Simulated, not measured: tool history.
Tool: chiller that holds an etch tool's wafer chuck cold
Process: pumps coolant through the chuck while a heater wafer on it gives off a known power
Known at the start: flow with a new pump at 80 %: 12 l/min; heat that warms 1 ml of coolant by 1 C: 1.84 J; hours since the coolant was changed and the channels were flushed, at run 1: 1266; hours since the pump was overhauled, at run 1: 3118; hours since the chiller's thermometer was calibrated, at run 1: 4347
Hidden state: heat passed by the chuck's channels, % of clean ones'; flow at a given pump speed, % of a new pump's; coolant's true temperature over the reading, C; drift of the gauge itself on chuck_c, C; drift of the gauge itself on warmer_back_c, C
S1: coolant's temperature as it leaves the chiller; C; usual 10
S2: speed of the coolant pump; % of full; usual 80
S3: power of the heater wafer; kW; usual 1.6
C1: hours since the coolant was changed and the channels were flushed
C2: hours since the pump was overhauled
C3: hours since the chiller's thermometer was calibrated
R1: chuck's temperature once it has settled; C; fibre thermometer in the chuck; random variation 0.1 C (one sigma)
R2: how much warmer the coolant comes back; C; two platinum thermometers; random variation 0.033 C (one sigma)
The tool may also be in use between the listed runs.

run 1 hour=0 | S1=10 S2=80 S3=1.6 | C1=1266 C2=3118 C3=4347 | R1=21.7 R2=4.33
run 2 hour=47.9 | S1=10 S2=80 S3=1.6 | C1=1314 C2=3166 C3=4395 | R1=21.5 R2=4.3
run 3 hour=92.9 | S1=10 S2=80 S3=1.6 | C1=1359 C2=3211 C3=4440 | R1=21.4 R2=4.32
-- hour=121.7 chiller's thermometer calibrated
run 4 hour=167.1 | S1=10 S2=80 S3=1.6 | C1=1432 C2=3285 C3=45 | R1=21.4 R2=4.24
run 5 hour=214.1 | S1=10 S2=80 S3=1.6 | C1=1479 C2=3332 C3=92 | R1=21.6 R2=4.23
run 6 hour=259.1 | S1=10 S2=80 S3=1.186 | C1=1524 C2=3377 C3=137 | R1=18.7 R2=3.11
run 7 hour=327.3 | S1=10 S2=80 S3=1.186 | C1=1592 C2=3445 C3=206 | R1=18.5 R2=3.05
run 8 hour=401.8 | S1=10 S2=80 S3=2.218 | C1=1667 C2=3519 C3=280 | R1=26 R2=5.83
run 9 hour=468.2 | S1=10 S2=80 S3=1.6 | C1=1733 C2=3586 C3=347 | R1=21.5 R2=4.08
run 10 hour=521.7 | S1=10 S2=80 S3=1.6 | C1=1787 C2=3639 C3=400 | R1=21.4 R2=4.1
run 11 hour=589.6 | S1=10 S2=80 S3=1.6 | C1=1855 C2=3707 C3=468 | R1=21.4 R2=4.03
run 12 hour=645.3 | S1=10 S2=80 S3=1.6 | C1=1910 C2=3763 C3=524 | R1=21.5 R2=3.98
run 13 hour=688.5 | S1=10 S2=80 S3=1.6 | C1=1954 C2=3806 C3=567 | R1=21.6 R2=3.98
run 14 hour=722.9 | S1=10 S2=80 S3=1.6 | C1=1988 C2=3840 C3=601 | R1=21.5 R2=3.99
run 15 hour=772.2 | S1=10 S2=80 S3=1.6 | C1=2037 C2=3890 C3=651 | R1=21.4 R2=3.91
run 16 hour=822.9 | S1=10 S2=80 S3=1.6 | C1=2088 C2=3940 C3=701 | R1=21.5 R2=3.92
-- hour=843.8 gauge calibrated
run 17 hour=869.8 | S1=1 S2=61 S3=0.955 | C1=2135 C2=3987 C3=748 | R1=9.5 R2=3.44
run 18 hour=942.2 | S1=14 S2=74 S3=1.774 | C1=2207 C2=4060 C3=821 | R1=27.8 R2=5.23
run 19 hour=983 | S1=14 S2=74 S3=1.774 | C1=2248 C2=4100 C3=861 | R1=27.6 R2=5.24
run 20 hour=1038.9 | S1=14 S2=74 S3=2.05 | C1=2304 C2=4156 C3=917 | R1=29.8 R2=5.91
run 21 hour=1109.1 | S1=10 S2=65 S3=1.273 | C1=2374 C2=4227 C3=987 | R1=21 R2=4.15
run 22 hour=1187.6 | S1=10 S2=89 S3=1.6 | C1=2453 C2=4305 C3=1066 | R1=20.5 R2=3.71
run 23 hour=1222.1 | S1=10 S2=89 S3=1.6 | C1=2487 C2=4340 C3=1100 | R1=20.4 R2=3.69
-- hour=1250.3 coolant changed, channels flushed
run 24 hour=1300.9 | S1=7 S2=65 S3=1.6 | C1=51 C2=4412 C3=1173 | R1=20.6 R2=5.32
run 25 hour=1366.5 | S1=1 S2=100 S3=1.6 | C1=116 C2=4478 C3=1239 | R1=10.5 R2=3.12
run 26 hour=1445.7 | S1=1 S2=100 S3=1.6 | C1=195 C2=4557 C3=1318 | R1=10.6 R2=3.09
run 27 hour=1514.6 | S1=1 S2=100 S3=1.6 | C1=264 C2=4626 C3=1387 | R1=10.5 R2=3.04
run 28 hour=1587.1 | S1=2 S2=100 S3=1.239 | C1=337 C2=4699 C3=1459 | R1=9.3 R2=2.23
run 29 hour=1639.3 | S1=2 S2=100 S3=1.239 | C1=389 C2=4751 C3=1512 | R1=9.3 R2=2.27
run 30 hour=1717.8 | S1=16 S2=77 S3=1.929 | C1=468 C2=4829 C3=1590 | R1=30.3 R2=5.05
run 31 hour=1758.4 | S1=10 S2=66 S3=0.808 | C1=508 C2=4870 C3=1631 | R1=17 R2=2.2

4 ways to go on from here, each from the tool as it stands after run 31. What would each give?
run A hour=1804.2 | S1=10 S2=76 S3=1.6 | C1=554 C2=4916 C3=1677 | R1=? R2=?
run B hour=1804.2 | S1=1 S2=66 S3=0.808 | C1=554 C2=4916 C3=1677 | R1=? R2=?
run C hour=1804.2 | S1=12 S2=66 S3=0.808 | C1=554 C2=4916 C3=1677 | R1=? R2=?
run D hour=1804.2 | S1=17 S2=97 S3=1.6 | C1=554 C2=4916 C3=1677 | R1=? R2=?

run=A R1=22.1 R2=4.09
run=B R1=7.8 R2=2.22
run=C R1=19.1 R2=2.21
run=D R1=26.7 R2=3.05
Without the tool's hidden state the same runs would have given:
run=A R1=22.1 R2=4.58
run=B R1=7.8 R2=2.71
run=C R1=19 R2=2.7
run=D R1=26.7 R2=3.54

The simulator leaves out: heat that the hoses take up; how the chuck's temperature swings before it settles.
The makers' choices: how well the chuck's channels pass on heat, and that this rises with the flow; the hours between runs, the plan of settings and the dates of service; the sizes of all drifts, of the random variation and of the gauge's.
